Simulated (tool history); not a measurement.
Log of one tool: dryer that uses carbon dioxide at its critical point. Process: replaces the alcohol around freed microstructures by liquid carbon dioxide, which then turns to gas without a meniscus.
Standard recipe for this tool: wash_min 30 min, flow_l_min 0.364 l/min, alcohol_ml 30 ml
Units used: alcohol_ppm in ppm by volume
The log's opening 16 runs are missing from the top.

{"run": 17, "day": 7.171, "wash_min": 21, "flow_l_min": 0.611, "alcohol_ml": 86, "alcohol_ppm": 489}
{"run": 18, "day": 7.571, "wash_min": 30, "flow_l_min": 0.458, "alcohol_ml": 30, "alcohol_ppm": 219}
{"run": 19, "day": 8.225, "wash_min": 36, "flow_l_min": 0.255, "alcohol_ml": 48, "alcohol_ppm": 943}
{"run": 20, "day": 8.888, "wash_min": 36, "flow_l_min": 0.255, "alcohol_ml": 48, "alcohol_ppm": 946}
{"run": 21, "day": 9.162, "wash_min": 34, "flow_l_min": 0.364, "alcohol_ml": 36, "alcohol_ppm": 307}
{"run": 22, "day": 9.571, "wash_min": 30, "flow_l_min": 0.588, "alcohol_ml": 24, "alcohol_ppm": 141}
{"run": 23, "day": 10.121, "wash_min": 30, "flow_l_min": 0.588, "alcohol_ml": 24, "alcohol_ppm": 156}
{"run": 24, "day": 10.721, "wash_min": 45, "flow_l_min": 0.517, "alcohol_ml": 70, "alcohol_ppm": 142}
{"run": 25, "day": 11.183, "wash_min": 45, "flow_l_min": 0.517, "alcohol_ml": 70, "alcohol_ppm": 150}
{"run": 26, "day": 11.654, "wash_min": 45, "flow_l_min": 0.517, "alcohol_ml": 70, "alcohol_ppm": 143}
{"run": 27, "day": 12.075, "wash_min": 19, "flow_l_min": 0.329, "alcohol_ml": 50, "alcohol_ppm": 2680}
{"run": 28, "day": 12.5, "wash_min": 44, "flow_l_min": 0.329, "alcohol_ml": 30, "alcohol_ppm": 222}
{"run": 29, "day": 13.054, "wash_min": 30, "flow_l_min": 0.364, "alcohol_ml": 54, "alcohol_ppm": 658}
{"run": 30, "day": 13.417, "wash_min": 30, "flow_l_min": 0.364, "alcohol_ml": 54, "alcohol_ppm": 658}

Here are 5 independent what-if runs from the current tool condition. What would each one return?
{"run": "A", "day": 13.979, "wash_min": 20, "flow_l_min": 0.507, "alcohol_ml": 30, "alcohol_ppm": "?"}
{"run": "B", "day": 13.979, "wash_min": 46, "flow_l_min": 0.364, "alcohol_ml": 54, "alcohol_ppm": "?"}
{"run": "C", "day": 13.979, "wash_min": 23, "flow_l_min": 0.337, "alcohol_ml": 52, "alcohol_ppm": "?"}
{"run": "D", "day": 13.979, "wash_min": 30, "flow_l_min": 0.505, "alcohol_ml": 69, "alcohol_ppm": "?"}
{"run": "E", "day": 13.979, "wash_min": 30, "flow_l_min": 0.453, "alcohol_ml": 81, "alcohol_ppm": "?"}

run=A alcohol_ppm=495
run=B alcohol_ppm=215
run=C alcohol_ppm=1734
run=D alcohol_ppm=298
run=E alcohol_ppm=428
Had the tool no hidden state, the same runs would have come out as:
run=A alcohol_ppm=290
run=B alcohol_ppm=53
run=C alcohol_ppm=1372
run=D alcohol_ppm=116
run=E alcohol_ppm=218

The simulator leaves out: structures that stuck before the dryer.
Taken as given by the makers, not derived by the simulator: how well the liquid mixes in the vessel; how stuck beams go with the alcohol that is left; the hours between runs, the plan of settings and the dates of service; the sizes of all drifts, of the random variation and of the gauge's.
